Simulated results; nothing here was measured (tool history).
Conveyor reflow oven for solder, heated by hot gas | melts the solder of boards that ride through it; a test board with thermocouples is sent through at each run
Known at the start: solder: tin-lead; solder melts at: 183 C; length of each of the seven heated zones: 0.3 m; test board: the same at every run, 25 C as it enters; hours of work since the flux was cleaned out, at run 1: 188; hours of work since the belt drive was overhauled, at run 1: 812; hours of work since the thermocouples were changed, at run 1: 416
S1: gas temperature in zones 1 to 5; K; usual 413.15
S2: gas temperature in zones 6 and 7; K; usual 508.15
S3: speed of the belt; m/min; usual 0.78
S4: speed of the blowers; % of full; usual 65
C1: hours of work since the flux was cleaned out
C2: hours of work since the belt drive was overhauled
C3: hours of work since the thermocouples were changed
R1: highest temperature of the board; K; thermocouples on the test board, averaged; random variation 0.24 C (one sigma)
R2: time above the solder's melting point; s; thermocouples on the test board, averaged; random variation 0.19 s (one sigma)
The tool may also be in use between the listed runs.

run 1 hour=0 | S1=413.15 S2=508.15 S3=0.78 S4=65 | C1=188 C2=812 C3=416 | R1=480.55 R2=28
run 2 hour=43.6 | S1=413.15 S2=508.15 S3=0.837 S4=65 | C1=219 C2=843 C3=447 | R1=477.25 R2=23.4
run 3 hour=91.4 | S1=413.15 S2=508.15 S3=0.837 S4=65 | C1=253 C2=877 C3=481 | R1=476.95 R2=23.4
run 4 hour=129 | S1=413.15 S2=508.15 S3=0.837 S4=65 | C1=280 C2=904 C3=507 | R1=476.55 R2=22.8
run 5 hour=177.3 | S1=413.15 S2=508.15 S3=0.837 S4=65 | C1=314 C2=938 C3=542 | R1=476.05 R2=22.4
-- hour=187 belt drive overhauled, speed set with a stopwatch
-- hour=220.5 flux residue cleaned out of gas plates and filters
run 6 hour=225 | S1=413.15 S2=508.15 S3=0.837 S4=65 | C1=3 C2=23 C3=569 | R1=473.25 R2=20
run 7 hour=274.3 | S1=413.15 S2=508.15 S3=0.78 S4=65 | C1=38 C2=59 C3=604 | R1=476.05 R2=23.9
run 8 hour=339.4 | S1=424.15 S2=508.15 S3=0.78 S4=65 | C1=85 C2=105 C3=651 | R1=478.45 R2=28.5
run 9 hour=385.2 | S1=401.15 S2=508.15 S3=0.78 S4=65 | C1=117 C2=137 C3=683 | R1=470.85 R2=17.5
run 10 hour=421.5 | S1=401.15 S2=508.15 S3=0.78 S4=65 | C1=143 C2=163 C3=709 | R1=470.75 R2=16.8
-- hour=461.8 flux residue cleaned out of gas plates and filters, once more
run 11 hour=464.8 | S1=401.15 S2=508.15 S3=0.78 S4=65 | C1=2 C2=191 C3=736 | R1=478.85 R2=25
-- hour=507 thermocouples of zones 6 and 7 changed
run 12 hour=508.1 | S1=401.15 S2=508.15 S3=0.78 S4=65 | C1=32 C2=220 C3=1 | R1=479.75 R2=25.5
run 13 hour=579.3 | S1=413.15 S2=500.15 S3=0.672 S4=65 | C1=82 C2=271 C3=51 | R1=481.45 R2=34.2
run 14 hour=614.3 | S1=425.15 S2=513.15 S3=0.724 S4=64 | C1=107 C2=295 C3=76 | R1=490.65 R2=40.4
run 15 hour=675.9 | S1=413.15 S2=506.15 S3=0.872 S4=65 | C1=151 C2=339 C3=120 | R1=475.05 R2=20.8
run 16 hour=745.3 | S1=413.15 S2=506.15 S3=0.872 S4=65 | C1=200 C2=389 C3=170 | R1=474.45 R2=20.3
run 17 hour=785.5 | S1=413.15 S2=508.15 S3=0.78 S4=77 | C1=229 C2=417 C3=198 | R1=484.05 R2=30.8
run 18 hour=817.8 | S1=425.15 S2=508.15 S3=0.78 S4=77 | C1=252 C2=440 C3=221 | R1=486.75 R2=35.3
run 19 hour=886.9 | S1=403.15 S2=507.15 S3=0.634 S4=72 | C1=301 C2=489 C3=270 | R1=486.15 R2=37.7
-- hour=941.4 flux residue cleaned out of gas plates and filters
run 20 hour=941.4 | S1=403.15 S2=507.15 S3=0.634 S4=72 | C1=0 C2=525 C3=305 | R1=489.45 R2=40.3
run 21 hour=1005.4 | S1=403.15 S2=507.15 S3=0.634 S4=72 | C1=46 C2=570 C3=351 | R1=488.65 R2=39.6
run 22 hour=1052.9 | S1=403.15 S2=507.15 S3=0.634 S4=72 | C1=79 C2=604 C3=385 | R1=488.35 R2=39.6

Forecast each of these 4 alternatives for the next run:
run A hour=1122.2 | S1=403.15 S2=503.15 S3=0.634 S4=70 | C1=129 C2=653 C3=434 | R1=? R2=?
run B hour=1122.2 | S1=398.15 S2=519.15 S3=0.634 S4=69 | C1=129 C2=653 C3=434 | R1=? R2=?
run C hour=1122.2 | S1=427.15 S2=502.15 S3=0.78 S4=87 | C1=129 C2=653 C3=434 | R1=? R2=?
run D hour=1122.2 | S1=413.15 S2=508.15 S3=0.78 S4=57 | C1=129 C2=653 C3=434 | R1=? R2=?

run=A R1=484.55 R2=36.6
run=B R1=495.85 R2=42.6
run=C R1=484.85 R2=35.8
run=D R1=478.05 R2=25.6
Without the tool's hidden state the same runs would have given:
run=A R1=486.75 R2=38.1
run=B R1=498.25 R2=43.7
run=C R1=487.05 R2=36.9
run=D R1=480.15 R2=27.2
